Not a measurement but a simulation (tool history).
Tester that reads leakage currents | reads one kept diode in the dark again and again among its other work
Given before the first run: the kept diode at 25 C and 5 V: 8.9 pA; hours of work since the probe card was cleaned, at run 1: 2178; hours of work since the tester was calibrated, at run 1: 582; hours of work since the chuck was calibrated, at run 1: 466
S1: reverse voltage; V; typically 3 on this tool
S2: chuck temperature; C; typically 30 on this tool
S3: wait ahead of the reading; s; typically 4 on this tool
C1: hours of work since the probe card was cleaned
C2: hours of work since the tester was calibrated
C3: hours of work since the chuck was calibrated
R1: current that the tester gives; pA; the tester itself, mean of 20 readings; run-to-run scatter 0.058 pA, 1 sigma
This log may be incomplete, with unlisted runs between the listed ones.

run 1 hour=0 | S1=3 S2=30 S3=4 | C1=2178 C2=582 C3=466 | R1=11.62
run 2 hour=27.2 | S1=3 S2=30 S3=2.11 | C1=2191 C2=595 C3=479 | R1=11.57
run 3 hour=61.2 | S1=1.22 S2=30 S3=4 | C1=2208 C2=612 C3=496 | R1=6.62
run 4 hour=80.9 | S1=1.22 S2=30 S3=4 | C1=2218 C2=622 C3=506 | R1=6.64
run 5 hour=112.1 | S1=5.5 S2=30 S3=4 | C1=2233 C2=637 C3=521 | R1=17.14
run 6 hour=138.1 | S1=3 S2=45 S3=4 | C1=2246 C2=650 C3=534 | R1=27.58
run 7 hour=154 | S1=3 S2=45 S3=0.44 | C1=2253 C2=657 C3=542 | R1=27.8
-- hour=167.7 chuck's temperature calibrated
run 8 hour=177.7 | S1=3 S2=45 S3=0.44 | C1=2264 C2=668 C3=5 | R1=30.93
run 9 hour=192.7 | S1=3 S2=45 S3=0.44 | C1=2271 C2=675 C3=12 | R1=30.96
run 10 hour=223.2 | S1=3 S2=45 S3=0.44 | C1=2286 C2=690 C3=27 | R1=30.95
run 11 hour=243 | S1=4.12 S2=30 S3=7.64 | C1=2296 C2=700 C3=37 | R1=15.48
run 12 hour=258.5 | S1=19.59 S2=36 S3=7.64 | C1=2304 C2=708 C3=44 | R1=58.43
run 13 hour=290.3 | S1=15.03 S2=32 S3=4 | C1=2319 C2=723 C3=60 | R1=40.65
run 14 hour=313.3 | S1=9.01 S2=30 S3=0.36 | C1=2331 C2=734 C3=71 | R1=27.4
run 15 hour=338.8 | S1=9.01 S2=30 S3=0.41 | C1=2343 C2=747 C3=84 | R1=27.21
run 16 hour=365.2 | S1=17.1 S2=30 S3=1.79 | C1=2356 C2=760 C3=97 | R1=41.26

What if the next run were any one of these 3? Each begins from the tool's condition after run 16:
run A hour=386.4 | S1=6.26 S2=30 S3=4 | C1=2366 C2=770 C3=107 | R1=?
run B hour=386.4 | S1=11.43 S2=30 S3=2.27 | C1=2366 C2=770 C3=107 | R1=?
run C hour=386.4 | S1=1.54 S2=31 S3=0.74 | C1=2366 C2=770 C3=107 | R1=?

run=A R1=20.3
run=B R1=30.8
run=C R1=8.92
Without the tool's unlogged condition, the same runs would have read:
run=A R1=14.64
run=B R1=20.23
run=C R1=7.66

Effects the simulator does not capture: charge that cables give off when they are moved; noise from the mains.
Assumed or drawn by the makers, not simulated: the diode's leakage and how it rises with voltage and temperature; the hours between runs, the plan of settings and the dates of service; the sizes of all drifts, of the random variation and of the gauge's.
